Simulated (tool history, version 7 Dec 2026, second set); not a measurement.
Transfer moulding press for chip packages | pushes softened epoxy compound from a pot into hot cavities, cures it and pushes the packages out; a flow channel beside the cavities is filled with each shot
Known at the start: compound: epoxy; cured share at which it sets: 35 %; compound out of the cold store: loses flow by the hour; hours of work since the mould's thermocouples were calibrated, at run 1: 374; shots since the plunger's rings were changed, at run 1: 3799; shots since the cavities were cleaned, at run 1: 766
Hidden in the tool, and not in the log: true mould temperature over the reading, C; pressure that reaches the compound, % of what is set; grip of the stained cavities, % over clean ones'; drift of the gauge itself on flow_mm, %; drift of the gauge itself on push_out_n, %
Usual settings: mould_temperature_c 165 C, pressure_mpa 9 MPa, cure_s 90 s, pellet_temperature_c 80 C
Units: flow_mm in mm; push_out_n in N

| run | hour | mould_temperature_c | pressure_mpa | cure_s | pellet_temperature_c | hours of work since the mould's thermocouples were calibrated | shots since the plunger's rings were changed | shots since the cavities were cleaned | incoming compound's hours out of the cold store | flow_mm | push_out_n |
|---|---|---|---|---|---|---|---|---|---|---|---|
| 1 | 0 | 165 | 9 | 90 | 80 | 374 | 3799 | 766 | 47.4 | 829 | 429 |
| 2 | 20.6 | 165 | 9 | 90 | 80 | 383 | 3974 | 941 | 47.5 | 826 | 441 |
|  | 43.9 | cavities cleaned with cleaning compound and waxed |
| 3 | 49.7 | 165 | 9 | 90 | 80 | 394 | 4208 | 50 | 40.2 | 847 | 414 |
| 4 | 78.8 | 165 | 10.29 | 90 | 80 | 406 | 4453 | 295 | 14.5 | 969 | 420 |
| 5 | 111.5 | 165 | 10.29 | 90 | 80 | 420 | 4730 | 572 | 26.2 | 946 | 422 |
| 6 | 132.3 | 165 | 10.29 | 90 | 80 | 429 | 4906 | 748 | 11.8 | 969 | 443 |
| 7 | 152.9 | 165 | 9 | 90 | 80 | 438 | 5080 | 922 | 48 | 832 | 426 |
|  | 159.3 | plunger's sealing rings changed |
| 8 | 170 | 165 | 9 | 90 | 80 | 444 | 91 | 1046 | 11.3 | 896 | 446 |
|  | 181.2 | cavities cleaned with cleaning compound and waxed |
| 9 | 196.9 | 165 | 9 | 92 | 80 | 454 | 305 | 133 | 10.6 | 910 | 422 |
| 10 | 211.1 | 165 | 9 | 92 | 80 | 460 | 425 | 253 | 16.2 | 899 | 404 |
| 11 | 235.9 | 165 | 9 | 92 | 80 | 471 | 636 | 464 | 28.6 | 874 | 433 |
| 12 | 262.4 | 165 | 9 | 90 | 80 | 482 | 860 | 688 | 46.1 | 838 | 424 |
| 13 | 286.3 | 165 | 9 | 90 | 80 | 492 | 1061 | 889 | 34.7 | 856 | 427 |
|  | 315.4 | cavities cleaned with cleaning compound and waxed |
| 14 | 321.8 | 165 | 9 | 90 | 80 | 506 | 1350 | 55 | 18.3 | 897 | 418 |
| 15 | 338.3 | 165 | 9 | 90 | 80 | 513 | 1489 | 194 | 17.9 | 891 | 434 |
| 16 | 360.2 | 165 | 9 | 90 | 80 | 523 | 1674 | 379 | 32 | 856 | 434 |
| 17 | 382.6 | 165 | 9 | 90 | 80 | 532 | 1864 | 569 | 13.8 | 905 | 447 |
| 18 | 397.1 | 167 | 9 | 90 | 82 | 538 | 1987 | 692 | 45.6 | 835 | 397 |
| 19 | 420.4 | 160 | 7.43 | 90 | 80 | 548 | 2183 | 888 | 29.7 | 798 | 565 |
|  | 450.2 | cavities cleaned with cleaning compound and waxed |
| 20 | 453.2 | 168 | 7.43 | 90 | 80 | 561 | 2448 | 25 | 16.8 | 808 | 394 |
| 21 | 476.9 | 168 | 7.43 | 89 | 71 | 571 | 2649 | 226 | 39.3 | 761 | 412 |
| 22 | 491.6 | 168 | 7.43 | 89 | 71 | 577 | 2773 | 350 | 43 | 755 | 384 |
| 23 | 518.2 | 168 | 7.43 | 89 | 71 | 589 | 2998 | 575 | 28 | 789 | 403 |
| 24 | 537.4 | 165 | 9 | 83 | 80 | 597 | 3160 | 737 | 43.6 | 836 | 478 |
| 25 | 563.7 | 165 | 9 | 83 | 80 | 608 | 3383 | 960 | 26.5 | 871 | 502 |
| 26 | 580 | 172 | 8.08 | 72 | 87 | 615 | 3521 | 1098 | 12.5 | 839 | 468 |
|  | 585.7 | cavities cleaned with cleaning compound and waxed |
| 27 | 613.6 | 172 | 8.08 | 72 | 87 | 628 | 3792 | 236 | 38.1 | 783 | 427 |
| 28 | 636 | 161 | 9 | 101 | 72 | 637 | 3981 | 425 | 24.1 | 885 | 448 |
| 29 | 668.5 | 164 | 7.51 | 101 | 76 | 651 | 4257 | 701 | 18.9 | 809 | 411 |

Hidden state at the last listed run before each entry between runs and at the first one after, where it differs:
Between runs 2 and 3: cavities cleaned with cleaning compound and waxed (hour 43.9)
  grip of the stained cavities, % over clean ones': 0.8 -> 0.1
Between runs 7 and 8: plunger's sealing rings changed (hour 159.3)
  pressure that reaches the compound, % of what is set: 99.92 -> 100; grip of the stained cavities, % over clean ones': 0.8 -> 0.9
Between runs 8 and 9: cavities cleaned with cleaning compound and waxed (hour 181.2)
  pressure that reaches the compound, % of what is set: 100 -> 99.99; grip of the stained cavities, % over clean ones': 0.9 -> 0.3
Between runs 13 and 14: cavities cleaned with cleaning compound and waxed (hour 315.4)
  grip of the stained cavities, % over clean ones': 0.8 -> 0.1
Between runs 19 and 20: cavities cleaned with cleaning compound and waxed (hour 450.2)
  grip of the stained cavities, % over clean ones': 0.8 -> 0
Between runs 26 and 27: cavities cleaned with cleaning compound and waxed (hour 585.7)
  grip of the stained cavities, % over clean ones': 0.9 -> 0.4
